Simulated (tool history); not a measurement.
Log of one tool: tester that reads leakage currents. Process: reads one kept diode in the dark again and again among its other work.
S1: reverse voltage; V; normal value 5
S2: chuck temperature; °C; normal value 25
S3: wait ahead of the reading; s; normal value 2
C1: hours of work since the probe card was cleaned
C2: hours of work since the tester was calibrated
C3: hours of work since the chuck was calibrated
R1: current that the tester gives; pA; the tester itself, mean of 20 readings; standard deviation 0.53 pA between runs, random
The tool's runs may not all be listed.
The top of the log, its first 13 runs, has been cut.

run 14 hour=589.5 | S1=5 S2=25 S3=2 | C1=1823 C2=1023 C3=906 | R1=194.97
run 15 hour=632.8 | S1=5 S2=25 S3=2 | C1=1857 C2=1056 C3=940 | R1=195.22
-- hour=652.1 chuck's temperature calibrated
run 16 hour=684.9 | S1=5 S2=25 S3=2 | C1=1896 C2=1095 C3=25 | R1=187.97
run 17 hour=750.6 | S1=4.44 S2=25 S3=2 | C1=1946 C2=1146 C3=76 | R1=178.54
run 18 hour=787.2 | S1=4.44 S2=25 S3=2 | C1=1975 C2=1175 C3=105 | R1=179.53
run 19 hour=851.9 | S1=1.17 S2=20 S3=0.64 | C1=2025 C2=1225 C3=155 | R1=72.9
run 20 hour=919.2 | S1=1.17 S2=20 S3=0.64 | C1=2077 C2=1277 C3=207 | R1=72.77
run 21 hour=950.9 | S1=5 S2=53 S3=3.75 | C1=2102 C2=1301 C3=232 | R1=1372.4
run 22 hour=990.3 | S1=5 S2=53 S3=3.37 | C1=2132 C2=1332 C3=262 | R1=1375.07
run 23 hour=1037.2 | S1=5 S2=53 S3=7.18 | C1=2169 C2=1368 C3=299 | R1=1383.38
run 24 hour=1096.3 | S1=5 S2=53 S3=7.18 | C1=2215 C2=1414 C3=344 | R1=1386.88
run 25 hour=1136.2 | S1=4.87 S2=32 S3=2.06 | C1=2245 C2=1445 C3=375 | R1=318.05
run 26 hour=1196.9 | S1=3.11 S2=60 S3=2 | C1=2293 C2=1492 C3=422 | R1=1827.56
run 27 hour=1239.6 | S1=12.21 S2=20 S3=7.87 | C1=2326 C2=1525 C3=456 | R1=194.65
run 28 hour=1267.9 | S1=1.54 S2=56 S3=7.87 | C1=2348 C2=1547 C3=477 | R1=1098.12
run 29 hour=1304.4 | S1=1.85 S2=34 S3=0.69 | C1=2376 C2=1576 C3=506 | R1=257.64
run 30 hour=1342.1 | S1=1.85 S2=30 S3=2.41 | C1=2405 C2=1605 C3=535 | R1=191.5
run 31 hour=1408.5 | S1=1.85 S2=30 S3=2.41 | C1=2457 C2=1656 C3=587 | R1=191.18
run 32 hour=1473.2 | S1=14.26 S2=25 S3=2 | C1=2507 C2=1706 C3=637 | R1=302.78
run 33 hour=1509.4 | S1=4.6 S2=20 S3=0.78 | C1=2535 C2=1734 C3=665 | R1=131.72
run 34 hour=1555.1 | S1=9.32 S2=25 S3=0.99 | C1=2570 C2=1770 C3=700 | R1=255.09
run 35 hour=1614.3 | S1=6.49 S2=34 S3=4.21 | C1=2616 C2=1816 C3=746 | R1=422.4
run 36 hour=1659.3 | S1=1.03 S2=25 S3=1.63 | C1=2651 C2=1851 C3=781 | R1=106.5

3 ways to go on from here, each from the tool as it stands after run 36. What would each give?
run A hour=1728.9 | S1=3.02 S2=25 S3=2.09 | C1=2705 C2=1905 C3=835 | R1=?
run B hour=1728.9 | S1=4.19 S2=35 S3=2.48 | C1=2705 C2=1905 C3=835 | R1=?
run C hour=1728.9 | S1=7.51 S2=45 S3=0.37 | C1=2705 C2=1905 C3=835 | R1=?

run=A R1=161.86
run=B R1=385.17
run=C R1=972.3
The same runs, with their run-to-run variation unchanged, on a tool lacking any hidden condition would have given:
run=A R1=147.02
run=B R1=357.75
run=C R1=913.46
